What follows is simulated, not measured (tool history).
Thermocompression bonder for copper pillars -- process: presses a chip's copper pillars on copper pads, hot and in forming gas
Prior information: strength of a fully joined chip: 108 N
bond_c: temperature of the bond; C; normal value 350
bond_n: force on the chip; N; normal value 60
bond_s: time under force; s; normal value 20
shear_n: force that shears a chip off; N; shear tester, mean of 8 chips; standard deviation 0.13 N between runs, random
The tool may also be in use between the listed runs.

{"run": 1, "hour": 0.0, "bond_c": 350, "bond_n": 60, "bond_s": 20, "shear_n": 57.0}
{"run": 2, "hour": 18.7, "bond_c": 350, "bond_n": 71, "bond_s": 20, "shear_n": 65.9}
{"run": 3, "hour": 45.6, "bond_c": 350, "bond_n": 60, "bond_s": 20, "shear_n": 57.1}
{"hour": 49.0, "done": "force cell calibrated"}
{"run": 4, "hour": 62.1, "bond_c": 350, "bond_n": 60, "bond_s": 20, "shear_n": 56.8}
{"run": 5, "hour": 76.2, "bond_c": 350, "bond_n": 60, "bond_s": 20, "shear_n": 57.0}
{"run": 6, "hour": 93.9, "bond_c": 374, "bond_n": 82, "bond_s": 17, "shear_n": 78.9}
{"run": 7, "hour": 116.9, "bond_c": 326, "bond_n": 67, "bond_s": 17, "shear_n": 50.6}
{"hour": 140.9, "done": "forming gas filter changed"}
{"run": 8, "hour": 142.1, "bond_c": 321, "bond_n": 47, "bond_s": 13, "shear_n": 31.2}
{"run": 9, "hour": 156.3, "bond_c": 321, "bond_n": 47, "bond_s": 13, "shear_n": 31.2}
{"hour": 169.3, "done": "force cell calibrated, once more"}
{"run": 10, "hour": 177.6, "bond_c": 365, "bond_n": 74, "bond_s": 15, "shear_n": 70.2}

Difference, measured minus no-hidden-state, one row per run. Run-to-run variation is common to both terms; the gauge's own scatter need not be:
What the log doesn't record here: true temperature of the bond over the reading, C; force that reaches the chip, % of what is set; oxide that the forming gas leaves, % of the face; drift of the gauge itself on shear_n, %.
run=1 shear_n=-0.7
run=2 shear_n=-1.1
run=3 shear_n=-0.8
run=4 shear_n=-0.7
run=5 shear_n=-0.7
run=6 shear_n=-2.1
run=7 shear_n=-0.6
run=8 shear_n=+1.5
run=9 shear_n=+1.5
run=10 shear_n=+1.0
